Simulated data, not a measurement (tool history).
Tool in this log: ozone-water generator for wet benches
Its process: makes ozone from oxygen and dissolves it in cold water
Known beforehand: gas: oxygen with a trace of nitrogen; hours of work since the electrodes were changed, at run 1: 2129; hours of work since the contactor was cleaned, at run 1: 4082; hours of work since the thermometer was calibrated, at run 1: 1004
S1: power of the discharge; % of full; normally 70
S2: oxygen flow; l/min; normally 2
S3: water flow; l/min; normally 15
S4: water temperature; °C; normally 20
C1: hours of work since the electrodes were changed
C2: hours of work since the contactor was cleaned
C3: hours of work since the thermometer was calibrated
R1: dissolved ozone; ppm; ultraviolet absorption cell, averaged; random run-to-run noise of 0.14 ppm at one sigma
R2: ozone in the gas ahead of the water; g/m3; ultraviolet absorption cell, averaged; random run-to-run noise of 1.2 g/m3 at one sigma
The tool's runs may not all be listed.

run	hour	S1	S2	S3	S4	C1	C2	C3	R1	R2
1	0	70	2	15	20	2129	4082	1004	14.2	203.1
2	75.1	70	2	15	20	2177	4130	1052	14.3	202.6
3	114.3	70	2	15	12	2202	4155	1077	15.3	200.4
4	177	70	2	15	20	2242	4195	1117	14.2	201.4
5	224.4	70	2	15	20	2272	4226	1147	13.7	200.1
6	312.5	42	2	15	20	2329	4282	1204	9.6	138.3
7	359	42	2	15	20	2359	4312	1234	9.7	138.3
8	436.2	70	2	15	19	2408	4361	1283	14.2	197.5
9	503.7	70	2	15	20	2451	4405	1326	13.8	198.4
10	559	70	2	15	20	2486	4440	1362	13.9	199
11	647.5	70	2	15	20	2543	4497	1418	14	198.8
12	698.2	70	2	15	20	2576	4529	1451	14	197
13	774.7	70	2	22	20	2625	4578	1500	9.3	196.8
14	812.1	70	2	15	18	2649	4602	1524	14.1	197.6
15	853.8	70	2	15	18	2675	4629	1550	13.9	197.7
16	939.3	70	2	12	20	2730	4683	1605	16.9	197.1
17	1029.5	70	2	12	20	2788	4741	1663	17	195.3
18	1113.7	70	2.89	15	19	2842	4795	1717	13.6	153.8
19	1188.8	70	2.89	10	19	2890	4843	1765	18.9	149.5
20	1244.6	70	1.43	10	16	2925	4879	1800	20.8	247
21	1319.3	70	1.43	10	16	2973	4927	1848	20.9	244.5
22	1358	70	1.43	10	16	2998	4951	1873	20.7	244.2
23	1433.6	56	2.31	12	22	3046	5000	1921	13.7	148.5
24	1482.3	46	3.33	15	20	3077	5031	1953	9.7	101.9
25	1558.9	90	1.82	10	13	3127	5080	2002	25.1	246.9
26	1619.7	90	2.01	10	13	3165	5119	2040	25.4	229.2
27	1703.8	64	3.28	13	20	3219	5173	2094	13.8	128.8
28	1792.6	81	1.22	13	16	3276	5230	2151	17.3	296.5
29	1834.4	81	2.45	9	16	3303	5256	2178	23.8	184
30	1881.7	70	1.46	15	20	3333	5287	2208	13.1	237
31	1955.3	69	1.95	15	20	3380	5334	2255	13.4	191.5
32	2041.4	44	2	11	20	3435	5389	2310	13	138.6
33	2079.1	85	1.2	14	14	3459	5413	2335	16.6	310.5
34	2148.9	85	1.2	14	14	3504	5458	2379	16.2	306.9

How would selected steps in R1 from run to run divide? Give the signed amount a tool lacking its hidden state would still show from settings, what came in and random variation, and the signed amount left for the hidden state, including any gauge scatter that is not in both of the compared results.
Hidden state at play: yield of the discharge, % of new electrodes'; contactor's efficiency, % of a clean one's; true water temperature over the reading, C; drift of the gauge itself on ozone_ppm, %; drift of the gauge itself on gas_g_m3, %.
Run 24 -> 25: S1 46 -> 90, S2 3.33 -> 1.82, S3 15 -> 10, S4 20 -> 13. R1 +15.4 ppm: hidden state -3.9, all else +19.3.
Run 26 -> 27: S1 90 -> 64, S2 2.01 -> 3.28, S3 10 -> 13, S4 13 -> 20. R1 -11.6 ppm: hidden state +2.8, all else -14.4.
Run 29 -> 30: S1 81 -> 70, S2 2.45 -> 1.46, S3 9 -> 15, S4 16 -> 20. R1 -10.7 ppm: hidden state +2.3, all else -13.

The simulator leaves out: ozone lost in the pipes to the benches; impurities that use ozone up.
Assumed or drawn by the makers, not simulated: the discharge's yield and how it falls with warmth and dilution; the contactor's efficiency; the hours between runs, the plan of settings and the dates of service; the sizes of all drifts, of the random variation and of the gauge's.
